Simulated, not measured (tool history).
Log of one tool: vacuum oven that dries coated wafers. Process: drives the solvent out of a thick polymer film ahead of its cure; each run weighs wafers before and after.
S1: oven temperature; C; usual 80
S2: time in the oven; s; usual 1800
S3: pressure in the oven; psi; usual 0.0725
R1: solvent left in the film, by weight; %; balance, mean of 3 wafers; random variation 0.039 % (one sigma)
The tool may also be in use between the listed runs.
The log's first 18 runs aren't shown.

run,day,S1,S2,S3,R1
19,7.775,80,1800,0.0725,2.23
20,8.112,80,1800,0.0725,2.09
21,8.679,90,1800,0.0725,0.52
22,9.208,80,1800,0.1497,2.46
23,9.692,80,1800,0.1497,2.47
24,10.138,89,2760,0.1023,0.37
25,10.492,89,2760,0.1023,0.39
26,11.025,89,2760,0.1023,0.45
27,11.675,74,3060,0.1674,2.42
28,12.221,80,1800,0.1671,2.47
29,12.562,76,1800,0.2164,3.97
30,12.846,76,2280,0.2164,3.09
31,13.446,87,2280,0.1363,0.74
32,13.867,93,900,0.1932,1.69
33,14.162,88,1200,0.0379,1.42
34,14.671,68,1320,0.2075,7.99
35,15.296,68,1320,0.2075,7.92
36,15.738,68,1320,0.2075,7.95
37,16.333,90,1260,0.1272,1.15
38,16.946,90,1260,0.1272,1.2

Run 39 comes next. What will it give?
39,17.221,90,1260,0.0689,?

R1: 1.02 %
Without the tool's hidden state the same run would have given R1 1.02 %.
